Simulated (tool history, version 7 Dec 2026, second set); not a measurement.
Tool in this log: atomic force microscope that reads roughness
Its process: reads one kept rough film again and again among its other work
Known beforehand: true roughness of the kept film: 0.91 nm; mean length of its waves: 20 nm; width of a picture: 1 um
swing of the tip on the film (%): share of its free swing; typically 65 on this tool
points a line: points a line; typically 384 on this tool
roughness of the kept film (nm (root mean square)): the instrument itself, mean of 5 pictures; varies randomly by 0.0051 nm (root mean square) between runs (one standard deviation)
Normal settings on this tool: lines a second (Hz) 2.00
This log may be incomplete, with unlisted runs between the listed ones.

run    hour  lines a second (Hz)  swing of the tip on the film (%)  points a line  roughness of the kept film (nm (root mean square))
  1     0.0                 2.00                                65            384                                               0.783
       27.3  -- new tip fitted
  2    32.3                 2.00                                65            384                                               0.773
       58.6  -- new tip fitted
       89.0  -- new tip fitted
  3    91.7                 2.00                                65            384                                               0.766
      119.8  -- new tip fitted
  4   127.8                 2.00                                65            479                                               0.763
      153.6  -- new tip fitted
  5   160.2                 2.00                                65            479                                               0.769
      187.9  -- new tip fitted
      219.8  -- new tip fitted
  6   222.0                 2.00                                65            479                                               0.781
      252.8  -- new tip fitted
  7   275.2                 2.00                                65            479                                               0.723
      285.0  -- new tip fitted
  8   311.5                 2.00                                59            479                                               0.733
      317.6  -- new tip fitted
      352.6  -- new tip fitted
  9   368.6                 2.00                                65            390                                               0.732
      384.0  -- new tip fitted
 10   408.7                 2.00                                65            390                                               0.703
      416.5  -- new tip fitted
 11   439.2                 2.00                                65            390                                               0.712
      448.6  -- new tip fitted
      479.6  -- new tip fitted
 12   499.1                 2.00                                65            390                                               0.723
      513.8  -- new tip fitted
 13   529.7                 2.00                                65            390                                               0.739
      544.8  -- new tip fitted
      575.2  -- new tip fitted
 14   588.4                 2.00                                65            390                                               0.748
      606.9  -- new tip fitted
      637.0  -- new tip fitted
 15   649.1                 2.00                                65            390                                               0.740
      668.8  -- new tip fitted
 16   692.0                 2.00                                65            390                                               0.708
      698.7  -- new tip fitted
      730.2  -- new tip fitted
 17   741.9                 2.00                                81            384                                               0.673
      761.5  -- new tip fitted
      793.8  -- new tip fitted
 18   797.8                 2.00                                81            384                                               0.695
      828.6  -- new tip fitted
 19   849.3                 2.00                                69            384                                               0.697
      860.0  -- new tip fitted
      890.7  -- new tip fitted
 20   895.7                 2.00                                86            384                                               0.664
      921.6  -- new tip fitted
 21   940.2                 2.00                                86            384                                               0.638
      944.9  -- height scale calibrated on a step standard
      952.9  -- new tip fitted
 22   971.6                 2.00                                86            384                                               0.616
      984.2  -- new tip fitted
 23  1005.0                 2.00                                86            384                                               0.615
     1014.8  -- new tip fitted
 24  1034.0                 2.00                                86            384                                               0.620
     1044.4  -- new tip fitted
     1075.1  -- new tip fitted
 25  1086.1                 2.00                                86            384                                               0.631
     1104.7  -- new tip fitted
     1136.7  -- new tip fitted
 26  1146.9                 2.00                                86            384                                               0.636
     1160.5  -- height scale calibrated on a step standard, once more
     1167.3  -- new tip fitted
     1198.3  -- new tip fitted
 27  1217.7                 2.00                                86            384                                               0.634
     1231.4  -- new tip fitted
     1262.1  -- new tip fitted
 28  1272.6                 1.62                                87            384                                               0.683
     1292.6  -- new tip fitted
 29  1301.3                 1.26                                64            536                                               0.799
     1324.4  -- new tip fitted
 30  1343.2                 3.72                                64            316                                               0.692
     1356.2  -- new tip fitted
 31  1372.4                 1.03                                70            316                                               0.740
     1388.7  -- new tip fitted
 32  1407.3                 1.03                                90            422                                               0.692
     1418.2  -- new tip fitted
     1451.7  -- new tip fitted
 33  1470.8                 2.00                                65            384                                               0.728
     1480.9  -- new tip fitted
     1513.8  -- new tip fitted
 34  1530.0                 2.00                                72            300                                               0.718
     1544.6  -- new tip fitted
     1574.6  -- new tip fitted
 35  1574.6                 0.92                                64            623                                               0.825
     1604.3  -- new tip fitted
 36  1612.4                 1.78                                65            596                                               0.769
     1633.9  -- new tip fitted
 37  1642.5                 3.32                                71            798                                               0.705
     1664.1  -- new tip fitted
     1698.5  -- new tip fitted
 38  1703.1                 1.49                                76            534                                               0.761
     1730.2  -- new tip fitted
     1761.8  -- new tip fitted
 39  1761.8                 3.29                                68            836                                               0.749
     1793.8  -- new tip fitted
     1828.3  -- new tip fitted
 40  1831.1                 1.65                                56            272                                               0.787
     1860.1  -- new tip fitted
     1891.9  -- new tip fitted
 41  1894.0                 1.56                                56            515                                               0.815
     1923.0  -- new tip fitted
     1954.1  -- new tip fitted
 42  1957.0                 1.56                                57            663                                               0.811
     1984.4  -- new tip fitted
     2017.8  -- new tip fitted
 43  2025.1                 3.31                                57            659                                               0.783
     2050.2  -- new tip fitted
 44  2054.4                 3.35                                71            268                                               0.688
     2083.3  -- new tip fitted
 45  2111.4                 0.64                                79            709                                               0.718
     2115.1  -- new tip fitted
     2147.3  -- new tip fitted
 46  2155.7                 0.64                                79            709                                               0.774

A few steps of roughness of the kept film (nm (root mean square)) between consecutive runs. Split each: what settings, incoming material and random variation would produce without the hidden state, and what is left over for the hidden state, along with gauge scatter present in only one of the two compared results (measured, and without hidden state):
Hidden conditions of the tool in this case: radius of the tip, nm; height scale over the true one, %; drift of the gauge itself on roughness_nm, %.
Run 6 -> 7: new tip fitted. roughness of the kept film (nm (root mean square)) -0.058: hidden state -0.054, all else -0.004.
Run 28 -> 29: lines a second (Hz) 1.62 -> 1.26, swing of the tip on the film (%) 87 -> 64, points a line 384 -> 536, new tip fitted. roughness of the kept film (nm (root mean square)) +0.116: hidden state +0.002, all else +0.114.
Run 29 -> 30: lines a second (Hz) 1.26 -> 3.72, points a line 536 -> 316, new tip fitted. roughness of the kept film (nm (root mean square)) -0.107: hidden state -0.029, all else -0.078.
Run 34 -> 35: lines a second (Hz) 2.00 -> 0.92, swing of the tip on the film (%) 72 -> 64, points a line 300 -> 623, new tip fitted, new tip fitted. roughness of the kept film (nm (root mean square)) +0.107: hidden state +0.043, all else +0.064.
Run 44 -> 45: lines a second (Hz) 3.35 -> 0.64, swing of the tip on the film (%) 71 -> 79, points a line 268 -> 709, new tip fitted. roughness of the kept film (nm (root mean square)) +0.030: hidden state -0.075, all else +0.105.
Run 45 -> 46: new tip fitted, new tip fitted. roughness of the kept film (nm (root mean square)) +0.056: hidden state +0.054, all else +0.002.
